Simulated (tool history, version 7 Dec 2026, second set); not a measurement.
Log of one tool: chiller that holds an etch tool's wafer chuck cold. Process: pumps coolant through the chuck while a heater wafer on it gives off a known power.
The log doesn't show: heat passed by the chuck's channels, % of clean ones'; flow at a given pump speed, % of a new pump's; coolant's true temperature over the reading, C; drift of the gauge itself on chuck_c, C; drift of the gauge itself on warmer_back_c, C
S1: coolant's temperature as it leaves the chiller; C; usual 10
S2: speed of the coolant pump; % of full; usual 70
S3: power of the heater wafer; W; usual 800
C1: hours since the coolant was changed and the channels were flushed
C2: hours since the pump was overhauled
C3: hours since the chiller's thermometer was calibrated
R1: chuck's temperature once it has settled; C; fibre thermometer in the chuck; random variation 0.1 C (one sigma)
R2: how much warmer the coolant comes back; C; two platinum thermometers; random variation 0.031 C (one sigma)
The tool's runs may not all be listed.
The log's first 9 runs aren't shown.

run	hour	S1	S2	S3	C1	C2	C3	R1	R2
10	726.2	10	70	800	887	4231	3303	20.1	1.93
11	808.9	10	70	800	970	4314	3385	20.2	1.96
12	890.9	10	70	800	1052	4396	3467	20	1.98
13	958.4	10	70	800	1119	4463	3535	20.2	2.03
14	1061.6	10	90	800	1223	4567	3638	18.3	1.6
15	1129	10	90	800	1290	4634	3705	18.3	1.58
16	1213.6	10	70	800	1375	4719	3790	20.2	1.99
17	1273.5	8	71	800	1435	4778	3850	18	2.03
18	1334.1	8	84	502	1495	4839	3911	13.5	1.08
19	1381.6	8	84	502	1543	4887	3958	13.6	1.06
20	1431.2	10	70	830	1592	4936	4008	20.6	2.09
21	1491	5	99	806	1652	4996	4068	12.7	1.49
# hour 1551.5: chiller's thermometer calibrated
22	1551.5	10	90	1029	1711	5055	0	20.7	2.05
23	1637.4	10	77	1064	1797	5141	86	22.7	2.46
24	1733.1	7	69	665	1893	5237	182	15.4	1.76
25	1809.8	9	61	519	1970	5314	258	16.3	1.53
26	1912.2	10	97	930	2072	5416	361	19.1	1.76
27	1958.3	13	90	431	2118	5462	407	17.5	0.91
28	2005.5	13	90	431	2166	5509	454	17.4	0.93
29	2049.2	13	90	431	2209	5553	498	17.5	0.94
30	2115	13	90	431	2275	5619	564	17.1	0.94
31	2168.4	13	67	709	2328	5672	617	22.3	1.93

5 ways to go on from here, each from the tool as it stands after run 31. What would each give?
A	2228.5	5	67	688	2389	5732	677	?	?
B	2228.5	19	82	524	2389	5732	677	?	?
C	2228.5	20	79	800	2389	5732	677	?	?
D	2228.5	13	70	709	2389	5732	677	?	?
E	2228.5	17	67	709	2389	5732	677	?	?

run	R1	R2
A	14.1	1.86
B	24.9	1.21
C	29.2	1.88
D	22	1.83
E	26.4	1.94
Without the tool's hidden state the same runs would have given:
run	R1	R2
A	14.1	1.71
B	24.9	1.07
C	29.2	1.74
D	22	1.68
E	26.4	1.79
